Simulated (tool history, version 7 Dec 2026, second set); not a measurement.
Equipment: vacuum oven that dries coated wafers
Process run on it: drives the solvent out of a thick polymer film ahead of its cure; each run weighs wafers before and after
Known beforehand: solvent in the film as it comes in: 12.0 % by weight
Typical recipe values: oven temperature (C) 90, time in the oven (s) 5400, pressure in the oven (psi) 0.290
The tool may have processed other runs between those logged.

run 1 hour=0.0 | oven_temperature_(C)=90 time_in_the_oven_(s)=5400 pressure_in_the_oven_(psi)=0.290 | solvent_left_in_the_film_(%)=1.04
run 2 hour=46.4 | oven_temperature_(C)=90 time_in_the_oven_(s)=5400 pressure_in_the_oven_(psi)=0.290 | solvent_left_in_the_film_(%)=1.02
run 3 hour=78.0 | oven_temperature_(C)=90 time_in_the_oven_(s)=5400 pressure_in_the_oven_(psi)=0.290 | solvent_left_in_the_film_(%)=1.01
run 4 hour=97.4 | oven_temperature_(C)=90 time_in_the_oven_(s)=5400 pressure_in_the_oven_(psi)=0.290 | solvent_left_in_the_film_(%)=1.03
run 5 hour=124.9 | oven_temperature_(C)=90 time_in_the_oven_(s)=5400 pressure_in_the_oven_(psi)=1.017 | solvent_left_in_the_film_(%)=2.38
run 6 hour=167.5 | oven_temperature_(C)=90 time_in_the_oven_(s)=5400 pressure_in_the_oven_(psi)=1.017 | solvent_left_in_the_film_(%)=2.39
run 7 hour=191.0 | oven_temperature_(C)=90 time_in_the_oven_(s)=5400 pressure_in_the_oven_(psi)=1.017 | solvent_left_in_the_film_(%)=2.37
run 8 hour=223.6 | oven_temperature_(C)=90 time_in_the_oven_(s)=3840 pressure_in_the_oven_(psi)=0.290 | solvent_left_in_the_film_(%)=1.60
run 9 hour=252.9 | oven_temperature_(C)=90 time_in_the_oven_(s)=3840 pressure_in_the_oven_(psi)=0.290 | solvent_left_in_the_film_(%)=1.63
run 10 hour=291.9 | oven_temperature_(C)=90 time_in_the_oven_(s)=3840 pressure_in_the_oven_(psi)=0.290 | solvent_left_in_the_film_(%)=1.61
run 11 hour=339.4 | oven_temperature_(C)=90 time_in_the_oven_(s)=5400 pressure_in_the_oven_(psi)=0.196 | solvent_left_in_the_film_(%)=0.83
run 12 hour=368.5 | oven_temperature_(C)=90 time_in_the_oven_(s)=4500 pressure_in_the_oven_(psi)=0.290 | solvent_left_in_the_film_(%)=1.29
run 13 hour=403.1 | oven_temperature_(C)=90 time_in_the_oven_(s)=4500 pressure_in_the_oven_(psi)=0.290 | solvent_left_in_the_film_(%)=1.26
run 14 hour=429.5 | oven_temperature_(C)=90 time_in_the_oven_(s)=4500 pressure_in_the_oven_(psi)=0.290 | solvent_left_in_the_film_(%)=1.28
run 15 hour=463.3 | oven_temperature_(C)=90 time_in_the_oven_(s)=4260 pressure_in_the_oven_(psi)=0.815 | solvent_left_in_the_film_(%)=2.32
run 16 hour=486.4 | oven_temperature_(C)=102 time_in_the_oven_(s)=7680 pressure_in_the_oven_(psi)=0.960 | solvent_left_in_the_film_(%)=1.24
run 17 hour=526.0 | oven_temperature_(C)=102 time_in_the_oven_(s)=7680 pressure_in_the_oven_(psi)=0.960 | solvent_left_in_the_film_(%)=1.24
run 18 hour=551.8 | oven_temperature_(C)=102 time_in_the_oven_(s)=7680 pressure_in_the_oven_(psi)=0.960 | solvent_left_in_the_film_(%)=1.25
run 19 hour=589.4 | oven_temperature_(C)=84 time_in_the_oven_(s)=5760 pressure_in_the_oven_(psi)=1.082 | solvent_left_in_the_film_(%)=3.33
run 20 hour=621.5 | oven_temperature_(C)=84 time_in_the_oven_(s)=6840 pressure_in_the_oven_(psi)=0.184 | solvent_left_in_the_film_(%)=1.00
-- hour=643.7 oven's thermocouples calibrated
run 21 hour=654.4 | oven_temperature_(C)=103 time_in_the_oven_(s)=6840 pressure_in_the_oven_(psi)=0.785 | solvent_left_in_the_film_(%)=1.06
run 22 hour=689.0 | oven_temperature_(C)=77 time_in_the_oven_(s)=5400 pressure_in_the_oven_(psi)=0.290 | solvent_left_in_the_film_(%)=3.10
run 23 hour=710.0 | oven_temperature_(C)=82 time_in_the_oven_(s)=5400 pressure_in_the_oven_(psi)=0.767 | solvent_left_in_the_film_(%)=3.34
run 24 hour=738.0 | oven_temperature_(C)=81 time_in_the_oven_(s)=5400 pressure_in_the_oven_(psi)=0.875 | solvent_left_in_the_film_(%)=3.80
run 25 hour=782.6 | oven_temperature_(C)=82 time_in_the_oven_(s)=5400 pressure_in_the_oven_(psi)=0.567 | solvent_left_in_the_film_(%)=2.85
run 26 hour=826.5 | oven_temperature_(C)=101 time_in_the_oven_(s)=3480 pressure_in_the_oven_(psi)=0.574 | solvent_left_in_the_film_(%)=1.18
run 27 hour=858.9 | oven_temperature_(C)=101 time_in_the_oven_(s)=2760 pressure_in_the_oven_(psi)=1.144 | solvent_left_in_the_film_(%)=2.24
run 28 hour=888.6 | oven_temperature_(C)=90 time_in_the_oven_(s)=6120 pressure_in_the_oven_(psi)=0.505 | solvent_left_in_the_film_(%)=1.41

For each run, the measured value with the value that run would have given without the tool's hidden condition subtracted. The run-to-run variation is shared by both, the gauge scatter possibly not:
The hidden state here: true wafer temperature over the reading, C; true pressure over the reading, kPa; drift of the gauge itself on solvent_pct, %.
run=1 solvent_left_in_the_film_(%)=-0.08
run=2 solvent_left_in_the_film_(%)=-0.08
run=3 solvent_left_in_the_film_(%)=-0.08
run=4 solvent_left_in_the_film_(%)=-0.08
run=5 solvent_left_in_the_film_(%)=-0.15
run=6 solvent_left_in_the_film_(%)=-0.15
run=7 solvent_left_in_the_film_(%)=-0.15
run=8 solvent_left_in_the_film_(%)=-0.16
run=9 solvent_left_in_the_film_(%)=-0.17
run=10 solvent_left_in_the_film_(%)=-0.16
run=11 solvent_left_in_the_film_(%)=-0.09
run=12 solvent_left_in_the_film_(%)=-0.14
run=13 solvent_left_in_the_film_(%)=-0.14
run=14 solvent_left_in_the_film_(%)=-0.14
run=15 solvent_left_in_the_film_(%)=-0.20
run=16 solvent_left_in_the_film_(%)=-0.04
run=17 solvent_left_in_the_film_(%)=-0.05
run=18 solvent_left_in_the_film_(%)=-0.05
run=19 solvent_left_in_the_film_(%)=-0.25
run=20 solvent_left_in_the_film_(%)=-0.11
run=21 solvent_left_in_the_film_(%)=+0.03
run=22 solvent_left_in_the_film_(%)=+0.03
run=23 solvent_left_in_the_film_(%)=+0.02
run=24 solvent_left_in_the_film_(%)=+0.02
run=25 solvent_left_in_the_film_(%)=+0.02
run=26 solvent_left_in_the_film_(%)=+0.02
run=27 solvent_left_in_the_film_(%)=+0.00
run=28 solvent_left_in_the_film_(%)=+0.03
